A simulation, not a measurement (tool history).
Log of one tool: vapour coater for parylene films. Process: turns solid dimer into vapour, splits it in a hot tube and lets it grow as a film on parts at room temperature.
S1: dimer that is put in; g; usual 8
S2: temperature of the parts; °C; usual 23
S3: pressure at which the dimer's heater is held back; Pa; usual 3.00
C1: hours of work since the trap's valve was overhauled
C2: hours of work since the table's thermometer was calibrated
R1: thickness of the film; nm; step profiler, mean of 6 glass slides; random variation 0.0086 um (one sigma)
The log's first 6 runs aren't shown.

run   hour  S1  S2    S3   C1   C2    R1
  7  155.0   4  23  3.00  408  254   921
  8  194.5   9  23  3.00  432  277  2106
  9  232.3   8  23  8.43  454  299  1646
 10  263.8   8  23  8.43  472  318  1644
 11  290.9   8  23  5.41  488  334  1724
 12  315.4   8  23  5.41  502  348  1718
 13  338.8   8  23  5.41  516  362  1712
 14  373.9   8  23  5.41  537  382  1700
 15  403.0   8  23  5.41  554  399  1703
     427.8  -- trap's valve overhauled
 16  443.0   8  23  5.41    9  420  1891
 17  467.2   8  23  5.41   23  435  1864
 18  497.7   7  23  5.77   41  452  1622
 19  516.7  13  17  3.00   52  464  3820
 20  535.1   6  23  3.00   63  474  1488
 21  574.5   6  26  5.39   86  497  1233
 22  611.9   6  26  5.39  108  519  1213
 23  639.2  12  31  3.00  124  535  2116
 24  668.1   3  21  3.00  141  552   822
 25  686.6   8  26  7.60  152  563  1569
 26  718.0   5  23  9.74  170  582  1065
 27  753.5   5  23  9.92  191  602  1060

The next listed run, before its measurement:
 28  776.1   5  23  9.92  204  616   ?

Run 28 gave R1 1061 nm.
Without the tool's hidden state the same run would have given R1 1084 nm.

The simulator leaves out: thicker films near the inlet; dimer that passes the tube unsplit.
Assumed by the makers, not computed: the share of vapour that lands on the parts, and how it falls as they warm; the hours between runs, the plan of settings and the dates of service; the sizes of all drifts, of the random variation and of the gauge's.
